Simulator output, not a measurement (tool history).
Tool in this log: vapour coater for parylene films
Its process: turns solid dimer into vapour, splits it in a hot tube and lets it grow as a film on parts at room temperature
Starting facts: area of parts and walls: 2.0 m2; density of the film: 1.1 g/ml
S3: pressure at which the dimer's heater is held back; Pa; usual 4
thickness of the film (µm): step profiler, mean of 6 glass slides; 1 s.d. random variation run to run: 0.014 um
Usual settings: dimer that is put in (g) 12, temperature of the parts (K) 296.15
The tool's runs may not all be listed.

run 1 hour=0 | dimer_that_is_put_in_(g)=12 temperature_of_the_parts_(K)=296.15 S3=4 | thickness_of_the_film_(µm)=3.48
run 2 hour=28.2 | dimer_that_is_put_in_(g)=12 temperature_of_the_parts_(K)=296.15 S3=4 | thickness_of_the_film_(µm)=3.47
run 3 hour=65.8 | dimer_that_is_put_in_(g)=12 temperature_of_the_parts_(K)=296.15 S3=4 | thickness_of_the_film_(µm)=3.46
run 4 hour=86.8 | dimer_that_is_put_in_(g)=12 temperature_of_the_parts_(K)=296.15 S3=4 | thickness_of_the_film_(µm)=3.44
run 5 hour=120.8 | dimer_that_is_put_in_(g)=12 temperature_of_the_parts_(K)=296.15 S3=4.74 | thickness_of_the_film_(µm)=3.31
run 6 hour=143.3 | dimer_that_is_put_in_(g)=12 temperature_of_the_parts_(K)=296.15 S3=4.74 | thickness_of_the_film_(µm)=3.27
run 7 hour=181.5 | dimer_that_is_put_in_(g)=12 temperature_of_the_parts_(K)=296.15 S3=4.74 | thickness_of_the_film_(µm)=3.27
run 8 hour=216.4 | dimer_that_is_put_in_(g)=12 temperature_of_the_parts_(K)=296.15 S3=4.74 | thickness_of_the_film_(µm)=3.23
-- hour=237.1 trap's valve overhauled
run 9 hour=253.1 | dimer_that_is_put_in_(g)=12 temperature_of_the_parts_(K)=296.15 S3=4 | thickness_of_the_film_(µm)=3.33
run 10 hour=287.3 | dimer_that_is_put_in_(g)=12 temperature_of_the_parts_(K)=305.15 S3=4 | thickness_of_the_film_(µm)=2.72
run 11 hour=317.2 | dimer_that_is_put_in_(g)=12 temperature_of_the_parts_(K)=305.15 S3=4 | thickness_of_the_film_(µm)=2.72
run 12 hour=343.3 | dimer_that_is_put_in_(g)=12 temperature_of_the_parts_(K)=296.15 S3=3.23 | thickness_of_the_film_(µm)=3.51
run 13 hour=377.8 | dimer_that_is_put_in_(g)=12 temperature_of_the_parts_(K)=296.15 S3=3.23 | thickness_of_the_film_(µm)=3.45
run 14 hour=411.6 | dimer_that_is_put_in_(g)=19 temperature_of_the_parts_(K)=296.15 S3=4 | thickness_of_the_film_(µm)=5.21
run 15 hour=429.8 | dimer_that_is_put_in_(g)=19 temperature_of_the_parts_(K)=296.15 S3=4 | thickness_of_the_film_(µm)=5.2
-- hour=455.2 trap's valve overhauled, once more
run 16 hour=455.6 | dimer_that_is_put_in_(g)=19 temperature_of_the_parts_(K)=296.15 S3=4 | thickness_of_the_film_(µm)=5.66
run 17 hour=475.5 | dimer_that_is_put_in_(g)=19 temperature_of_the_parts_(K)=296.15 S3=4 | thickness_of_the_film_(µm)=5.63
run 18 hour=495.8 | dimer_that_is_put_in_(g)=12 temperature_of_the_parts_(K)=301.15 S3=4 | thickness_of_the_film_(µm)=3.18
run 19 hour=537.1 | dimer_that_is_put_in_(g)=12 temperature_of_the_parts_(K)=301.15 S3=4 | thickness_of_the_film_(µm)=3.17
run 20 hour=565.5 | dimer_that_is_put_in_(g)=12 temperature_of_the_parts_(K)=296.15 S3=8 | thickness_of_the_film_(µm)=2.98
run 21 hour=600.2 | dimer_that_is_put_in_(g)=12 temperature_of_the_parts_(K)=296.15 S3=8 | thickness_of_the_film_(µm)=2.98
run 22 hour=628.1 | dimer_that_is_put_in_(g)=12 temperature_of_the_parts_(K)=296.15 S3=8 | thickness_of_the_film_(µm)=2.95
run 23 hour=655.1 | dimer_that_is_put_in_(g)=12 temperature_of_the_parts_(K)=296.15 S3=8 | thickness_of_the_film_(µm)=2.93
run 24 hour=690 | dimer_that_is_put_in_(g)=12 temperature_of_the_parts_(K)=296.15 S3=4 | thickness_of_the_film_(µm)=3.48
run 25 hour=733.6 | dimer_that_is_put_in_(g)=11 temperature_of_the_parts_(K)=306.15 S3=2.22 | thickness_of_the_film_(µm)=2.94
run 26 hour=763.5 | dimer_that_is_put_in_(g)=5 temperature_of_the_parts_(K)=304.15 S3=7.28 | thickness_of_the_film_(µm)=1.04
run 27 hour=797.4 | dimer_that_is_put_in_(g)=10 temperature_of_the_parts_(K)=289.15 S3=3.38 | thickness_of_the_film_(µm)=3.45
run 28 hour=836.5 | dimer_that_is_put_in_(g)=14 temperature_of_the_parts_(K)=292.15 S3=11.99 | thickness_of_the_film_(µm)=3.31
run 29 hour=869.1 | dimer_that_is_put_in_(g)=14 temperature_of_the_parts_(K)=292.15 S3=11.99 | thickness_of_the_film_(µm)=3.26
-- hour=874.9 trap's valve overhauled
run 30 hour=903.3 | dimer_that_is_put_in_(g)=14 temperature_of_the_parts_(K)=292.15 S3=11.99 | thickness_of_the_film_(µm)=3.41
run 31 hour=929.1 | dimer_that_is_put_in_(g)=14 temperature_of_the_parts_(K)=290.15 S3=2.41 | thickness_of_the_film_(µm)=5.3
run 32 hour=967.5 | dimer_that_is_put_in_(g)=12 temperature_of_the_parts_(K)=294.15 S3=3.08 | thickness_of_the_film_(µm)=3.89
run 33 hour=997.5 | dimer_that_is_put_in_(g)=14 temperature_of_the_parts_(K)=294.15 S3=3.42 | thickness_of_the_film_(µm)=4.42
run 34 hour=1022.3 | dimer_that_is_put_in_(g)=21 temperature_of_the_parts_(K)=289.15 S3=4.7 | thickness_of_the_film_(µm)=6.82
run 35 hour=1056.4 | dimer_that_is_put_in_(g)=21 temperature_of_the_parts_(K)=289.15 S3=4.7 | thickness_of_the_film_(µm)=6.82
run 36 hour=1084.2 | dimer_that_is_put_in_(g)=12 temperature_of_the_parts_(K)=296.15 S3=11.97 | thickness_of_the_film_(µm)=2.63
run 37 hour=1122.5 | dimer_that_is_put_in_(g)=13 temperature_of_the_parts_(K)=298.15 S3=4 | thickness_of_the_film_(µm)=3.56
run 38 hour=1146.8 | dimer_that_is_put_in_(g)=11 temperature_of_the_parts_(K)=300.15 S3=2.21 | thickness_of_the_film_(µm)=3.35
-- hour=1179 table's thermometer calibrated
run 39 hour=1186.6 | dimer_that_is_put_in_(g)=11 temperature_of_the_parts_(K)=300.15 S3=2.21 | thickness_of_the_film_(µm)=3.44
run 40 hour=1212.4 | dimer_that_is_put_in_(g)=11 temperature_of_the_parts_(K)=300.15 S3=2.21 | thickness_of_the_film_(µm)=3.43
run 41 hour=1242 | dimer_that_is_put_in_(g)=11 temperature_of_the_parts_(K)=300.15 S3=2.21 | thickness_of_the_film_(µm)=3.39
run 42 hour=1266.6 | dimer_that_is_put_in_(g)=12 temperature_of_the_parts_(K)=300.15 S3=10.18 | thickness_of_the_film_(µm)=2.53
-- hour=1296.2 trap's valve overhauled
run 43 hour=1313.5 | dimer_that_is_put_in_(g)=12 temperature_of_the_parts_(K)=300.15 S3=10.18 | thickness_of_the_film_(µm)=2.63
run 44 hour=1343.1 | dimer_that_is_put_in_(g)=12 temperature_of_the_parts_(K)=300.15 S3=10.18 | thickness_of_the_film_(µm)=2.62
run 45 hour=1373.4 | dimer_that_is_put_in_(g)=19 temperature_of_the_parts_(K)=296.15 S3=10.05 | thickness_of_the_film_(µm)=4.51
run 46 hour=1408.2 | dimer_that_is_put_in_(g)=19 temperature_of_the_parts_(K)=296.15 S3=10.05 | thickness_of_the_film_(µm)=4.52
run 47 hour=1443.6 | dimer_that_is_put_in_(g)=19 temperature_of_the_parts_(K)=302.15 S3=5.27 | thickness_of_the_film_(µm)=4.62

Alternative continuations, all from the tool just after run 47; predict every row:
run A hour=1477.5 | dimer_that_is_put_in_(g)=20 temperature_of_the_parts_(K)=302.15 S3=5.27 | thickness_of_the_film_(µm)=?
run B hour=1477.5 | dimer_that_is_put_in_(g)=9 temperature_of_the_parts_(K)=296.15 S3=5.66 | thickness_of_the_film_(µm)=?
run C hour=1477.5 | dimer_that_is_put_in_(g)=12 temperature_of_the_parts_(K)=308.15 S3=2.55 | thickness_of_the_film_(µm)=?

run=A thickness_of_the_film_(µm)=4.84
run=B thickness_of_the_film_(µm)=2.43
run=C thickness_of_the_film_(µm)=3.05
Stripped of hidden state, with their random variation kept, the same runs would have yielded:
run=A thickness_of_the_film_(µm)=4.97
run=B thickness_of_the_film_(µm)=2.5
run=C thickness_of_the_film_(µm)=3.13

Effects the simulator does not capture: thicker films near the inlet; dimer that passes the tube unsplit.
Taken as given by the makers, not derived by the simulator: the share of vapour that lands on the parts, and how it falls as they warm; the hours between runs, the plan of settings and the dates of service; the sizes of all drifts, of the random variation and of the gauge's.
